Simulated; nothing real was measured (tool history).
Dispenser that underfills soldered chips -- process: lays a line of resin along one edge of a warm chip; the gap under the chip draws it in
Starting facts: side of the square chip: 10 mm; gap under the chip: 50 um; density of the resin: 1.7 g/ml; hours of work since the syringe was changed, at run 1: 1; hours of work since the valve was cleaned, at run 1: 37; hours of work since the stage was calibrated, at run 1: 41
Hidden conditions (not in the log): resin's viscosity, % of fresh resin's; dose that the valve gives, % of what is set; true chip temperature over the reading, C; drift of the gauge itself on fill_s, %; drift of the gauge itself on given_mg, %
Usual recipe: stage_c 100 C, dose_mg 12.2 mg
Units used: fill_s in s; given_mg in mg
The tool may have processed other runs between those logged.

| run | day | stage_c | dose_mg | hours of work since the syringe was changed | hours of work since the valve was cleaned | hours of work since the stage was calibrated | fill_s | given_mg |
|---|---|---|---|---|---|---|---|---|
| 1 | 0.000 | 100 | 12.2 | 1 | 37 | 41 | 101.7 | 12.06 |
| 2 | 0.221 | 100 | 12.2 | 5 | 41 | 44 | 133.6 | 12.09 |
|  | 0.579 | new syringe of resin |
| 3 | 0.612 | 100 | 13.2 | 1 | 48 | 51 | 93.1 | 13.04 |
| 4 | 0.854 | 100 | 13.2 | 5 | 52 | 55 | 128.9 | 12.97 |
| 5 | 1.217 | 87 | 13.2 | 11 | 58 | 61 | 374.9 | 12.98 |
|  | 1.258 | new syringe of resin |
| 6 | 1.533 | 87 | 13.2 | 5 | 63 | 67 | 234.6 | 12.97 |
| 7 | 1.767 | 87 | 13.2 | 9 | 67 | 71 | 322.5 | 12.95 |
|  | 1.929 | new syringe of resin |
| 8 | 2.000 | 100 | 14.6 | 1 | 71 | 74 | 97.4 | 14.32 |
| 9 | 2.342 | 100 | 12.8 | 7 | 77 | 80 | 157.7 | 12.49 |
| 10 | 2.521 | 97 | 13.8 | 10 | 80 | 83 | 224.4 | 13.45 |

Below are 4 alternative next runs, each starting from the tool's condition after run 10. Predict each:
|  | 2.596 | new syringe of resin |
| A | 2.746 | 89 | 10.9 | 3 | 84 | 87 | ? | ? |
|  | 2.596 | new syringe of resin |
| B | 2.746 | 95 | 14.1 | 3 | 84 | 87 | ? | ? |
|  | 2.596 | new syringe of resin |
| C | 2.746 | 100 | 12.3 | 3 | 84 | 87 | ? | ? |
|  | 2.596 | new syringe of resin |
| D | 2.746 | 87 | 12.5 | 3 | 84 | 87 | ? | ? |

| run | fill_s | given_mg |
|---|---|---|
| A | 185.5 | 10.64 |
| B | 135.5 | 13.74 |
| C | 111.6 | 11.99 |
| D | 199.0 | 12.20 |
Had the tool no hidden state, the same runs would have come out as:
| run | fill_s | given_mg |
|---|---|---|
| A | 151.7 | 10.92 |
| B | 111.4 | 14.10 |
| C | 91.7 | 12.30 |
| D | 163.4 | 12.52 |
